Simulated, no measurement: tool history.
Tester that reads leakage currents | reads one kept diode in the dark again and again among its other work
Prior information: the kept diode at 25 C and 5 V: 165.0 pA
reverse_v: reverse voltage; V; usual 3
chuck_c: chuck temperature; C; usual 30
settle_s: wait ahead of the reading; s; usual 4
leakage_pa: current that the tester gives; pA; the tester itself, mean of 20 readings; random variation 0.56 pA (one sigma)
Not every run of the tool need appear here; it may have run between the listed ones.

run	hour	reverse_v	chuck_c	settle_s	leakage_pa
1	0	3	30	4	180.62
2	99.9	3	30	4	179.38
3	197.4	3	30	0.5	181.25
4	257.2	3	30	0.5	179.6
5	347.4	3	30	4	177.38
6	404.4	3	30	1.86	177.94
7	478.8	3	30	1.86	176.51
8	540.2	3	24	4	109.7
9	605.9	3.65	24	4	122.47
10	718.3	3	50	4	782.61
11	787.9	3	50	4	780.63
12	863	3	36	4	277.68
13	943.5	8.61	58	1.49	2507.75
14	1059.3	8.61	58	1.49	2490.59
# hour 1089.3: chuck's temperature calibrated
15	1122.3	5.18	31	1.49	287.64
16	1181.5	2.17	31	1.06	169.37
17	1237.5	2.87	28	5.06	158.53
18	1323.9	10.64	50	0.75	1771.74
19	1383.9	10.64	50	0.75	1770.83
20	1497.9	4.02	29	2.84	207.69

Results per run with the tool's hidden condition removed, run-to-run variation unchanged:
Hidden conditions of the tool in this case: stray current of the dirty probe card, pA a volt; current scale over the true one, %; true chuck temperature over the reading, C; drift of the gauge itself on leakage_pa, %.
run	leakage_pa
1	184.73
2	184.32
3	186.99
4	185.77
5	184.21
6	185.27
7	184.4
8	112.68
9	125.46
10	840.53
11	840.99
12	297.87
13	2709.89
14	2703.94
15	275.96
16	165.07
17	152.88
18	1764.23
19	1767.38
20	202
